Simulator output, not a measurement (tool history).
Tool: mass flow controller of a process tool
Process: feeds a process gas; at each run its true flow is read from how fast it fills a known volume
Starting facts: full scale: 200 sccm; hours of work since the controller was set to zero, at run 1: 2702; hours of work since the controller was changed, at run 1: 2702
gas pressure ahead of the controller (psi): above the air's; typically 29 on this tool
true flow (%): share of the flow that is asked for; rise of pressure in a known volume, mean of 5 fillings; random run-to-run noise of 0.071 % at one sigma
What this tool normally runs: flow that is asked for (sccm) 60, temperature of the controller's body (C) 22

| run | hour | flow that is asked for (sccm) | gas pressure ahead of the controller (psi) | temperature of the controller's body (C) | hours of work since the controller was set to zero | hours of work since the controller was changed | true flow (%) |
|---|---|---|---|---|---|---|---|
| 1 | 0 | 60 | 29 | 22 | 2702 | 2702 | 99.87 |
| 2 | 120.5 | 60 | 29 | 27 | 2751 | 2751 | 99.8 |
| 3 | 250.4 | 75 | 29 | 22 | 2803 | 2803 | 99.7 |
| 4 | 415.5 | 75 | 29 | 22 | 2870 | 2870 | 99.66 |
| 5 | 583.2 | 60 | 29 | 24 | 2938 | 2938 | 99.98 |
| 6 | 661 | 60 | 29 | 24 | 2969 | 2969 | 100.06 |
| 7 | 761.1 | 60 | 29 | 24 | 3010 | 3010 | 99.99 |
| 8 | 905.6 | 60 | 29 | 24 | 3068 | 3068 | 99.88 |
| 9 | 1048.3 | 60 | 29 | 24 | 3126 | 3126 | 99.86 |
| 10 | 1213.6 | 60 | 29 | 24 | 3193 | 3193 | 99.82 |
| 11 | 1323.9 | 60 | 29 | 24 | 3237 | 3237 | 99.74 |
| 12 | 1448.2 | 60 | 29 | 26 | 3287 | 3287 | 99.78 |
| 13 | 1584.3 | 60 | 29 | 26 | 3342 | 3342 | 99.81 |
| 14 | 1748.7 | 60 | 29 | 26 | 3409 | 3409 | 99.83 |
| 15 | 1860.4 | 60 | 29 | 26 | 3454 | 3454 | 99.82 |
| 16 | 1982.3 | 60 | 23.1 | 26 | 3503 | 3503 | 99.62 |
| 17 | 2121.3 | 60 | 29 | 35 | 3560 | 3560 | 99.61 |
| 18 | 2189.5 | 60 | 29 | 35 | 3587 | 3587 | 99.59 |
| 19 | 2309.2 | 60 | 29 | 21 | 3635 | 3635 | 99.97 |
| 20 | 2404.3 | 60 | 29 | 22 | 3674 | 3674 | 99.99 |
| 21 | 2562.3 | 60 | 35.4 | 22 | 3738 | 3738 | 100.21 |
| 22 | 2706.2 | 60 | 35.4 | 22 | 3796 | 3796 | 100.25 |
| 23 | 2830.6 | 60 | 29 | 22 | 3846 | 3846 | 100.03 |
| 24 | 2899.9 | 60 | 29 | 22 | 3874 | 3874 | 99.87 |
| 25 | 3041.7 | 60 | 29 | 22 | 3932 | 3932 | 100.03 |
| 26 | 3110.5 | 122 | 29 | 22 | 3959 | 3959 | 99.3 |
| 27 | 3278.5 | 170 | 32.9 | 27 | 4027 | 4027 | 99.54 |
| 28 | 3367.2 | 34 | 38 | 22 | 4063 | 4063 | 101.19 |
| 29 | 3531.6 | 34 | 38 | 22 | 4130 | 4130 | 101.33 |
| 30 | 3696.4 | 34 | 38 | 22 | 4196 | 4196 | 101.37 |
| 31 | 3857.3 | 176 | 29 | 22 | 4261 | 4261 | 99.28 |
| 32 | 3987.9 | 176 | 29 | 22 | 4314 | 4314 | 99.46 |
| 33 | 4129.7 | 176 | 29 | 22 | 4371 | 4371 | 99.32 |
| 34 | 4202.3 | 176 | 29 | 24 | 4401 | 4401 | 99.41 |
| 35 | 4338.1 | 180 | 24.1 | 22 | 4456 | 4456 | 99.07 |
| 36 | 4471.4 | 180 | 24.1 | 22 | 4509 | 4509 | 99.08 |
| 37 | 4625.3 | 156 | 34.8 | 22 | 4572 | 4572 | 99.58 |
| 38 | 4703.8 | 34 | 30.2 | 22 | 4603 | 4603 | 101.17 |
| 39 | 4778.4 | 72 | 30 | 23 | 4633 | 4633 | 99.88 |
| 40 | 4933.7 | 72 | 30 | 23 | 4696 | 4696 | 99.8 |
| 41 | 5022.4 | 72 | 30 | 23 | 4732 | 4732 | 99.89 |
| 42 | 5157.4 | 72 | 30 | 23 | 4787 | 4787 | 99.83 |
| 43 | 5251.3 | 60 | 29 | 30 | 4825 | 4825 | 99.83 |
| 44 | 5413.5 | 20 | 29 | 35 | 4890 | 4890 | 102.79 |
| 45 | 5487.3 | 20 | 29 | 35 | 4920 | 4920 | 102.59 |
| 46 | 5617.4 | 20 | 29 | 35 | 4973 | 4973 | 102.75 |
| 47 | 5780.1 | 26 | 29 | 39 | 5038 | 5038 | 101.82 |

Measured less the same run without the tool's hidden state. The same run-to-run variation is in both; the gauge's scatter may not be:
Hidden state at play: flow at rest that the sensor doesn't see, % of full scale; true flow over the shown one, %; drift of the gauge itself on true_pct, %.
| run | true flow (%) |
|---|---|
| 1 | +0.08 |
| 2 | +0.09 |
| 3 | -0.09 |
| 4 | -0.09 |
| 5 | +0.1 |
| 6 | +0.1 |
| 7 | +0.1 |
| 8 | +0.11 |
| 9 | +0.12 |
| 10 | +0.12 |
| 11 | +0.12 |
| 12 | +0.12 |
| 13 | +0.13 |
| 14 | +0.13 |
| 15 | +0.14 |
| 16 | +0.14 |
| 17 | +0.14 |
| 18 | +0.14 |
| 19 | +0.14 |
| 20 | +0.15 |
| 21 | +0.16 |
| 22 | +0.17 |
| 23 | +0.17 |
| 24 | +0.16 |
| 25 | +0.17 |
| 26 | -0.47 |
| 27 | -0.65 |
| 28 | +1.17 |
| 29 | +1.19 |
| 30 | +1.21 |
| 31 | -0.69 |
| 32 | -0.71 |
| 33 | -0.71 |
| 34 | -0.71 |
| 35 | -0.73 |
| 36 | -0.75 |
| 37 | -0.67 |
| 38 | +1.33 |
| 39 | -0.03 |
| 40 | -0.03 |
| 41 | -0.03 |
| 42 | -0.03 |
| 43 | +0.23 |
| 44 | +3.31 |
| 45 | +3.32 |
| 46 | +3.36 |
| 47 | +2.31 |
